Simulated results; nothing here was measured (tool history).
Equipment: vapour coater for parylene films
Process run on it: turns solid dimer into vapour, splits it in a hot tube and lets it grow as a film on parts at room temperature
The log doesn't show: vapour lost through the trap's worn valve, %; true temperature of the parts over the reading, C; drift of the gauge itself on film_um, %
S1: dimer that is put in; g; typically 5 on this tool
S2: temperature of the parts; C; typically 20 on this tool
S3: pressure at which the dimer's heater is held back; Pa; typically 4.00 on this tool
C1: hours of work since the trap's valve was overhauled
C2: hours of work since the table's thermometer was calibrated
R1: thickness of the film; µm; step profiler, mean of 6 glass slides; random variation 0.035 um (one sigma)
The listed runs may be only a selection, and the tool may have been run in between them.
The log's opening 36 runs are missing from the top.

run,hour,S1,S2,S3,C1,C2,R1
37,646.2,2,15,4.00,93,734,1.62
38,666.3,5,28,2.40,104,745,3.12
39,681.7,3,15,9.96,112,753,2.17
40,702.5,8,15,9.96,124,765,5.84
41,719.2,5,18,2.97,133,774,3.88
42,743.1,2,14,10.83,146,787,1.45
43,768.6,2,14,10.83,160,801,1.48
44,790.7,2,15,10.83,173,814,1.40
45,804.5,2,15,2.95,180,821,1.63
46,825.3,2,17,2.95,192,833,1.57
47,842.1,2,17,2.95,201,842,1.56

4 options for the next run, each taken on its own from the tool as it stands now. Forecast them:
A,866.1,5,31,10.16,214,855,?
B,866.1,9,26,2.95,214,855,?
C,866.1,4,15,4.18,214,855,?
D,866.1,8,14,2.04,214,855,?

run,R1
A,2.44
B,5.59
C,3.10
D,6.93
Without the tool's hidden state the same runs would have given:
run,R1
A,2.56
B,5.87
C,3.25
D,7.28
